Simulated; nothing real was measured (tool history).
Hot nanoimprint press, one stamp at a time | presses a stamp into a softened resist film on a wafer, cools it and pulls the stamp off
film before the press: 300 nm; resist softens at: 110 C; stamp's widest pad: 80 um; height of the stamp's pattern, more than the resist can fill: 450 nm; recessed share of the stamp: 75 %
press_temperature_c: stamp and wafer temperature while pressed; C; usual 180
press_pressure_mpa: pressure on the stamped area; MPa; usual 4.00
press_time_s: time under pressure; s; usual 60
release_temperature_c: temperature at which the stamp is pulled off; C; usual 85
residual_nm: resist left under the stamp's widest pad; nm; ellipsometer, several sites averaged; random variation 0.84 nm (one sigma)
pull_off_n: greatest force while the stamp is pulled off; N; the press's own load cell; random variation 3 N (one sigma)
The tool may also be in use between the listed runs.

run     day  press_temperature_c  press_pressure_mpa  press_time_s  release_temperature_c  residual_nm  pull_off_n
  1   0.000                  180                4.00            60                     85        139.8         237
  2   0.654                  180                4.00           103                     85        111.9         252
      1.692  -- stamp cleaned and given a new release coat
  3   2.104                  180                4.00           103                     85        111.7         144
  4   2.858                  180                4.00            68                     85        132.3         142
  5   3.475                  180                4.00            68                     85        131.8         148
  6   4.758                  180                4.00            76                     85        126.9         155
  7   5.638                  180                4.00            76                     85        126.0         153
  8   6.521                  180                4.00            76                     85        124.9         161
  9   7.608                  180                4.00            76                     85        125.3         166
 10   8.354                  180                4.00            76                     85        125.8         171
 11   8.988                  180                4.00            76                     85        126.9         175
 12  10.150                  180                4.00            76                     85        126.2         182
 13  10.704                  180                4.00            76                     85        125.9         181
 14  11.317                  180                4.00            60                     85        138.4         184
 15  11.967                  180                4.00            60                     85        138.1         192
 16  12.858                  180                2.58            41                     85        184.6         189
 17  13.783                  180                2.58            41                     85        186.1         187
 18  14.946                  168                4.00            60                     81        191.8         207
 19  16.075                  168                4.00            60                     81        193.8         216
     16.512  -- plate thermocouple calibrated
 20  17.146                  174                3.98            60                     85        165.7         213
 21  18.421                  174                3.98            60                     85        163.8         220
 22  19.196                  190                4.18            60                     76        102.8         259
 23  19.792                  187                2.49            60                     91        141.6         211
 24  20.996                  187                2.49            60                     91        143.0         207
 25  22.083                  187                2.49            60                     91        143.5         216
 26  22.821                  187                2.49            60                     91        142.1         216
 27  23.742                  176                5.55            40                     84        157.3         251
     24.058  -- stamp cleaned and given a new release coat
 28  24.804                  172                5.64            40                     89        175.1         134
 29  25.854                  177                3.82            89                     82        134.9         156

5 ways to go on from here, each from the tool as it stands after run 29. What would each give?
  A  26.400                  180                3.29            84                     85            ?           ?
  B  26.400                  187                3.82           113                     82            ?           ?
  C  26.400                  180                2.55            32                     85            ?           ?
  D  26.400                  180                3.90            60                     87            ?           ?
  E  26.400                  177                3.82            99                     82            ?           ?

run  residual_nm  pull_off_n
  A        132.8         148
  B         91.3         163
  C        202.8         151
  D        141.4         146
  E        129.0         154
Without the tool's hidden state the same runs would have given:
run  residual_nm  pull_off_n
  A        132.3         138
  B         90.8         152
  C        202.6         141
  D        140.8         136
  E        128.5         143
